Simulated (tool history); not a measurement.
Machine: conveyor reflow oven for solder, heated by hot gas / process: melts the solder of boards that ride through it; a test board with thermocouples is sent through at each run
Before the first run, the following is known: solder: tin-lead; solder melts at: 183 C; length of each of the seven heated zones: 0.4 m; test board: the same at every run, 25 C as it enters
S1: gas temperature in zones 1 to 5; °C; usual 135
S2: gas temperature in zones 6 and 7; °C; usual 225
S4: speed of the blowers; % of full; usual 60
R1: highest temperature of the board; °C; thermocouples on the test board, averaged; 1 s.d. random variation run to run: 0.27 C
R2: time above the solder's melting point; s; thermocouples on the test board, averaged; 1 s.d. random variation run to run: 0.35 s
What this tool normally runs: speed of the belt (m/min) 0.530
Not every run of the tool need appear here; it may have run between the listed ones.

run 1 hour=0.0 | S1=135 S2=225 speed_of_the_belt_(m/min)=0.530 S4=60 | R1=210.1 R2=60.7
run 2 hour=13.1 | S1=135 S2=225 speed_of_the_belt_(m/min)=0.530 S4=60 | R1=210.0 R2=59.9
run 3 hour=37.9 | S1=135 S2=225 speed_of_the_belt_(m/min)=0.530 S4=60 | R1=210.2 R2=60.1
run 4 hour=59.1 | S1=135 S2=225 speed_of_the_belt_(m/min)=0.625 S4=60 | R1=205.0 R2=43.5
run 5 hour=87.8 | S1=135 S2=225 speed_of_the_belt_(m/min)=0.449 S4=60 | R1=213.9 R2=77.9
run 6 hour=103.8 | S1=135 S2=225 speed_of_the_belt_(m/min)=0.449 S4=74 | R1=215.7 R2=80.9
run 7 hour=127.8 | S1=135 S2=225 speed_of_the_belt_(m/min)=0.449 S4=74 | R1=215.2 R2=80.5
run 8 hour=143.9 | S1=135 S2=225 speed_of_the_belt_(m/min)=0.449 S4=74 | R1=216.0 R2=80.8
run 9 hour=171.5 | S1=135 S2=225 speed_of_the_belt_(m/min)=0.449 S4=74 | R1=215.4 R2=80.2
run 10 hour=191.4 | S1=135 S2=225 speed_of_the_belt_(m/min)=0.449 S4=74 | R1=216.3 R2=80.2
run 11 hour=211.1 | S1=135 S2=225 speed_of_the_belt_(m/min)=0.449 S4=74 | R1=215.6 R2=80.2
run 12 hour=225.6 | S1=135 S2=225 speed_of_the_belt_(m/min)=0.530 S4=60 | R1=209.0 R2=59.2
run 13 hour=256.0 | S1=139 S2=224 speed_of_the_belt_(m/min)=0.605 S4=77 | R1=207.5 R2=51.3
run 14 hour=282.3 | S1=123 S2=237 speed_of_the_belt_(m/min)=0.508 S4=79 | R1=222.5 R2=71.3
run 15 hour=305.4 | S1=135 S2=233 speed_of_the_belt_(m/min)=0.427 S4=77 | R1=223.8 R2=92.0
run 16 hour=334.6 | S1=135 S2=233 speed_of_the_belt_(m/min)=0.427 S4=77 | R1=223.5 R2=92.6
run 17 hour=350.7 | S1=135 S2=225 speed_of_the_belt_(m/min)=0.480 S4=60 | R1=211.5 R2=68.9
run 18 hour=377.1 | S1=135 S2=225 speed_of_the_belt_(m/min)=0.480 S4=60 | R1=212.1 R2=69.1
run 19 hour=400.5 | S1=133 S2=225 speed_of_the_belt_(m/min)=0.621 S4=88 | R1=207.7 R2=47.3
run 20 hour=421.5 | S1=126 S2=225 speed_of_the_belt_(m/min)=0.548 S4=88 | R1=209.8 R2=55.6
run 21 hour=443.8 | S1=135 S2=225 speed_of_the_belt_(m/min)=0.530 S4=52 | R1=207.1 R2=55.9
run 22 hour=471.4 | S1=135 S2=225 speed_of_the_belt_(m/min)=0.530 S4=52 | R1=206.9 R2=55.5
run 23 hour=497.1 | S1=139 S2=222 speed_of_the_belt_(m/min)=0.530 S4=78 | R1=208.7 R2=61.1
run 24 hour=510.7 | S1=150 S2=222 speed_of_the_belt_(m/min)=0.584 S4=78 | R1=208.2 R2=58.8

Consider 3 possible next runs. They are alternatives, not a sequence: every one starts from the tool as it was left by run 24. What does each give?
run A hour=538.2 | S1=150 S2=215 speed_of_the_belt_(m/min)=0.497 S4=57 | R1=? R2=?
run B hour=538.2 | S1=137 S2=229 speed_of_the_belt_(m/min)=0.530 S4=67 | R1=? R2=?
run C hour=538.2 | S1=130 S2=225 speed_of_the_belt_(m/min)=0.530 S4=60 | R1=? R2=?

run=A R1=202.7 R2=64.2
run=B R1=213.0 R2=63.6
run=C R1=207.6 R2=54.1
Without the tool's unlogged condition, the same runs would have read:
run=A R1=204.7 R2=67.5
run=B R1=215.6 R2=66.4
run=C R1=210.3 R2=57.7

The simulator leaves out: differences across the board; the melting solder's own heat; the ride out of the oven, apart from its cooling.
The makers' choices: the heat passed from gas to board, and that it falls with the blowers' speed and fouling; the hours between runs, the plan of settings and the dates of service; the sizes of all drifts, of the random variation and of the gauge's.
